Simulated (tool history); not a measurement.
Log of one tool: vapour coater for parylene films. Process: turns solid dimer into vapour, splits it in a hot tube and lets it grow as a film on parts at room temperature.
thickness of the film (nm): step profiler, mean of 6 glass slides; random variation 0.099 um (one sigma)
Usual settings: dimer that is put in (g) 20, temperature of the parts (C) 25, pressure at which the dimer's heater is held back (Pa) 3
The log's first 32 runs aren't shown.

| run | hour | dimer that is put in (g) | temperature of the parts (C) | pressure at which the dimer's heater is held back (Pa) | thickness of the film (nm) |
|---|---|---|---|---|---|
| 33 | 1102.5 | 30 | 17 | 7.9 | 22660 |
| 34 | 1149.4 | 30 | 17 | 7.9 | 22620 |
| 35 | 1170.7 | 11 | 17 | 4.4 | 9470 |
| 36 | 1196.4 | 11 | 17 | 9.37 | 7900 |
| 37 | 1235.9 | 11 | 17 | 9.37 | 7850 |
| 38 | 1266.9 | 32 | 30 | 11.53 | 14150 |
| 39 | 1304.9 | 32 | 25 | 11.53 | 16840 |
| 40 | 1345.8 | 32 | 25 | 11.53 | 16770 |
|  | 1356.7 | trap's valve overhauled |
| 41 | 1393.1 | 33 | 17 | 2.46 | 32560 |
| 42 | 1438 | 33 | 26 | 2.46 | 23620 |
| 43 | 1476 | 33 | 22 | 3.68 | 24790 |
| 44 | 1506.4 | 15 | 21 | 3 | 12130 |
| 45 | 1529.6 | 15 | 21 | 3 | 12170 |

Forecast each of these 3 alternatives for the next run:
| A | 1558.9 | 21 | 29 | 5.12 | ? |
| B | 1558.9 | 13 | 21 | 3 | ? |
| C | 1558.9 | 15 | 21 | 2.6 | ? |

| run | thickness of the film (nm) |
|---|---|
| A | 11360 |
| B | 10590 |
| C | 12610 |
Without the tool's hidden state the same runs would have given:
| run | thickness of the film (nm) |
|---|---|
| A | 11380 |
| B | 10610 |
| C | 12630 |
